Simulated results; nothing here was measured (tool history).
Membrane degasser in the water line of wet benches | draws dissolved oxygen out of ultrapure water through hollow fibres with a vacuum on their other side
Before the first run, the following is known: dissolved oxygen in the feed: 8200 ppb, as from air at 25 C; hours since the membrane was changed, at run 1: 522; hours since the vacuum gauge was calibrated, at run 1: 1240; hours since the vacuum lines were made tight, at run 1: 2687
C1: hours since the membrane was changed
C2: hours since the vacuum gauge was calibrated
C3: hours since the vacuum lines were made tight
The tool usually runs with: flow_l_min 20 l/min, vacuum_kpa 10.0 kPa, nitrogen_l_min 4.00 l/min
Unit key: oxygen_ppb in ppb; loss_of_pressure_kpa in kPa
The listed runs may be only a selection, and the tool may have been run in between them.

run 1 hour=0.0 | flow_l_min=20 vacuum_kpa=10.0 nitrogen_l_min=4.00 | C1=522 C2=1240 C3=2687 | oxygen_ppb=131.9 loss_of_pressure_kpa=28.41
run 2 hour=52.8 | flow_l_min=20 vacuum_kpa=10.0 nitrogen_l_min=4.00 | C1=575 C2=1292 C3=2740 | oxygen_ppb=131.9 loss_of_pressure_kpa=28.10
run 3 hour=126.2 | flow_l_min=20 vacuum_kpa=10.0 nitrogen_l_min=4.00 | C1=648 C2=1366 C3=2813 | oxygen_ppb=131.0 loss_of_pressure_kpa=28.45
run 4 hour=162.9 | flow_l_min=20 vacuum_kpa=10.0 nitrogen_l_min=4.00 | C1=685 C2=1403 C3=2850 | oxygen_ppb=132.4 loss_of_pressure_kpa=28.23
run 5 hour=224.7 | flow_l_min=20 vacuum_kpa=10.0 nitrogen_l_min=4.00 | C1=747 C2=1464 C3=2912 | oxygen_ppb=132.4 loss_of_pressure_kpa=28.15
run 6 hour=272.0 | flow_l_min=20 vacuum_kpa=10.0 nitrogen_l_min=4.00 | C1=794 C2=1512 C3=2959 | oxygen_ppb=129.7 loss_of_pressure_kpa=28.18
run 7 hour=314.7 | flow_l_min=20 vacuum_kpa=10.0 nitrogen_l_min=4.00 | C1=837 C2=1554 C3=3002 | oxygen_ppb=133.2 loss_of_pressure_kpa=28.53
run 8 hour=374.5 | flow_l_min=21 vacuum_kpa=10.0 nitrogen_l_min=4.00 | C1=897 C2=1614 C3=3061 | oxygen_ppb=147.7 loss_of_pressure_kpa=29.74
run 9 hour=406.7 | flow_l_min=21 vacuum_kpa=10.0 nitrogen_l_min=4.00 | C1=929 C2=1646 C3=3094 | oxygen_ppb=147.5 loss_of_pressure_kpa=29.74
-- hour=412.1 vacuum gauge calibrated
run 10 hour=477.3 | flow_l_min=21 vacuum_kpa=10.0 nitrogen_l_min=4.00 | C1=999 C2=65 C3=3164 | oxygen_ppb=147.9 loss_of_pressure_kpa=29.97
run 11 hour=544.1 | flow_l_min=21 vacuum_kpa=10.0 nitrogen_l_min=4.00 | C1=1066 C2=132 C3=3230 | oxygen_ppb=147.9 loss_of_pressure_kpa=29.39
run 12 hour=600.7 | flow_l_min=21 vacuum_kpa=10.0 nitrogen_l_min=4.00 | C1=1122 C2=189 C3=3287 | oxygen_ppb=148.1 loss_of_pressure_kpa=29.86
run 13 hour=634.6 | flow_l_min=20 vacuum_kpa=10.0 nitrogen_l_min=2.57 | C1=1156 C2=222 C3=3321 | oxygen_ppb=175.0 loss_of_pressure_kpa=28.20
run 14 hour=689.5 | flow_l_min=20 vacuum_kpa=10.0 nitrogen_l_min=2.57 | C1=1211 C2=277 C3=3376 | oxygen_ppb=175.6 loss_of_pressure_kpa=28.15
-- hour=696.0 vacuum gauge calibrated, once more
run 15 hour=747.1 | flow_l_min=20 vacuum_kpa=10.0 nitrogen_l_min=4.00 | C1=1268 C2=51 C3=3433 | oxygen_ppb=133.3 loss_of_pressure_kpa=28.17
run 16 hour=796.4 | flow_l_min=20 vacuum_kpa=10.0 nitrogen_l_min=4.00 | C1=1318 C2=100 C3=3482 | oxygen_ppb=133.1 loss_of_pressure_kpa=28.45
run 17 hour=856.9 | flow_l_min=20 vacuum_kpa=7.8 nitrogen_l_min=4.82 | C1=1378 C2=161 C3=3543 | oxygen_ppb=96.8 loss_of_pressure_kpa=28.48
run 18 hour=931.5 | flow_l_min=20 vacuum_kpa=7.8 nitrogen_l_min=4.82 | C1=1453 C2=235 C3=3617 | oxygen_ppb=97.1 loss_of_pressure_kpa=28.13
run 19 hour=1008.1 | flow_l_min=16 vacuum_kpa=7.8 nitrogen_l_min=10.10 | C1=1529 C2=312 C3=3694 | oxygen_ppb=38.6 loss_of_pressure_kpa=22.82
run 20 hour=1074.7 | flow_l_min=19 vacuum_kpa=9.4 nitrogen_l_min=10.95 | C1=1596 C2=379 C3=3761 | oxygen_ppb=67.9 loss_of_pressure_kpa=26.98
run 21 hour=1116.5 | flow_l_min=20 vacuum_kpa=11.1 nitrogen_l_min=4.00 | C1=1638 C2=420 C3=3802 | oxygen_ppb=144.1 loss_of_pressure_kpa=28.47
run 22 hour=1190.6 | flow_l_min=19 vacuum_kpa=7.8 nitrogen_l_min=3.93 | C1=1712 C2=495 C3=3876 | oxygen_ppb=97.1 loss_of_pressure_kpa=26.83
run 23 hour=1231.3 | flow_l_min=16 vacuum_kpa=16.7 nitrogen_l_min=5.07 | C1=1753 C2=535 C3=3917 | oxygen_ppb=125.8 loss_of_pressure_kpa=22.66
run 24 hour=1285.0 | flow_l_min=16 vacuum_kpa=16.7 nitrogen_l_min=5.07 | C1=1806 C2=589 C3=3971 | oxygen_ppb=127.0 loss_of_pressure_kpa=22.66
run 25 hour=1350.4 | flow_l_min=16 vacuum_kpa=16.7 nitrogen_l_min=3.45 | C1=1872 C2=654 C3=4036 | oxygen_ppb=172.9 loss_of_pressure_kpa=22.67
run 26 hour=1405.3 | flow_l_min=20 vacuum_kpa=10.0 nitrogen_l_min=10.31 | C1=1927 C2=709 C3=4091 | oxygen_ppb=83.6 loss_of_pressure_kpa=28.35
run 27 hour=1440.1 | flow_l_min=20 vacuum_kpa=10.0 nitrogen_l_min=10.31 | C1=1961 C2=744 C3=4126 | oxygen_ppb=86.1 loss_of_pressure_kpa=28.45
run 28 hour=1501.5 | flow_l_min=20 vacuum_kpa=10.0 nitrogen_l_min=10.31 | C1=2023 C2=806 C3=4187 | oxygen_ppb=83.4 loss_of_pressure_kpa=28.17
run 29 hour=1552.1 | flow_l_min=17 vacuum_kpa=8.5 nitrogen_l_min=10.31 | C1=2073 C2=856 C3=4238 | oxygen_ppb=48.9 loss_of_pressure_kpa=24.40
run 30 hour=1620.7 | flow_l_min=19 vacuum_kpa=15.0 nitrogen_l_min=2.62 | C1=2142 C2=925 C3=4306 | oxygen_ppb=246.1 loss_of_pressure_kpa=27.03
run 31 hour=1684.1 | flow_l_min=12 vacuum_kpa=6.7 nitrogen_l_min=4.00 | C1=2205 C2=988 C3=4370 | oxygen_ppb=32.5 loss_of_pressure_kpa=16.78
run 32 hour=1736.3 | flow_l_min=20 vacuum_kpa=11.0 nitrogen_l_min=4.00 | C1=2258 C2=1040 C3=4422 | oxygen_ppb=147.5 loss_of_pressure_kpa=28.55

Branching from run 32: 3 alternative next runs. What would each branch give?
run A hour=1808.5 | flow_l_min=20 vacuum_kpa=12.7 nitrogen_l_min=4.00 | C1=2330 C2=1113 C3=4494 | oxygen_ppb=? loss_of_pressure_kpa=?
run B hour=1808.5 | flow_l_min=21 vacuum_kpa=23.4 nitrogen_l_min=3.38 | C1=2330 C2=1113 C3=4494 | oxygen_ppb=? loss_of_pressure_kpa=?
run C hour=1808.5 | flow_l_min=28 vacuum_kpa=10.0 nitrogen_l_min=4.00 | C1=2330 C2=1113 C3=4494 | oxygen_ppb=? loss_of_pressure_kpa=?

run=A oxygen_ppb=167.6 loss_of_pressure_kpa=28.31
run=B oxygen_ppb=353.4 loss_of_pressure_kpa=29.48
run=C oxygen_ppb=268.2 loss_of_pressure_kpa=39.78
The same runs, with their run-to-run variation unchanged, on a tool lacking any hidden condition would have given:
run=A oxygen_ppb=163.2 loss_of_pressure_kpa=28.06
run=B oxygen_ppb=347.2 loss_of_pressure_kpa=29.22
run=C oxygen_ppb=260.7 loss_of_pressure_kpa=39.43
